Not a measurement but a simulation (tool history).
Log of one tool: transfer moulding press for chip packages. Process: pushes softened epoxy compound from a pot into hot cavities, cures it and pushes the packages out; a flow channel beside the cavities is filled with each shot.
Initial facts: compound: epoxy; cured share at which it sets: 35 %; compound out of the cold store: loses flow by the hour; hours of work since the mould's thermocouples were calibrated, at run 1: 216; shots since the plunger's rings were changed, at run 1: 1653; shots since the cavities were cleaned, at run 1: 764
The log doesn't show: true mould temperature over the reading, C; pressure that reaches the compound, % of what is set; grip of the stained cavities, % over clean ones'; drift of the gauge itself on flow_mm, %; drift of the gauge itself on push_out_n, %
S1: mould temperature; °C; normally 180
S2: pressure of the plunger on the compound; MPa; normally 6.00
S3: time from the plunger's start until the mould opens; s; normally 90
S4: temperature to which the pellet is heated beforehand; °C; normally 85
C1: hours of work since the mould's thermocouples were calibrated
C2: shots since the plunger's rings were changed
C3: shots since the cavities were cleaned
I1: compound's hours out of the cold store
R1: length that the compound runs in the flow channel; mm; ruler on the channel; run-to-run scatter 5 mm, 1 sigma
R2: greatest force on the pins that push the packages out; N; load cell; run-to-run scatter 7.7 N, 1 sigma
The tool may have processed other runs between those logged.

run   hour   S1    S2  S3  S4   C1    C2    C3    I1   R1   R2
  1    0.0  180  6.00  90  85  216  1653   764  30.4  832  503
      34.0  -- cavities cleaned with cleaning compound and waxed
  2   36.6  180  6.00  90  85  238  2127    35  26.5  840  343
  3   78.9  180  6.00  90  83  265  2698   606  38.3  809  462
     126.7  -- cavities cleaned with cleaning compound and waxed
  4  139.2  180  6.00  90  83  302  3491   168  13.5  855  405
     146.8  -- plunger's sealing rings changed
  5  175.4  180  6.00  90  85  323   387   624  43.6  813  477
     220.7  -- cavities cleaned with cleaning compound and waxed
  6  249.7  180  6.00  90  85  369  1370   393  21.1  860  450
  7  301.5  180  6.00  90  85  402  2069  1092  33.8  831  527

For run 8, what comes out?
     312.1  -- cavities cleaned with cleaning compound and waxed
  8  347.9  187  6.65  71  79  430  2675  483  43.9   ?   ?

Run 8 gave R1 812 mm, R2 442 N.
Minus the tool's unlogged condition, the same run would have read R1 840 mm, R2 333 N.
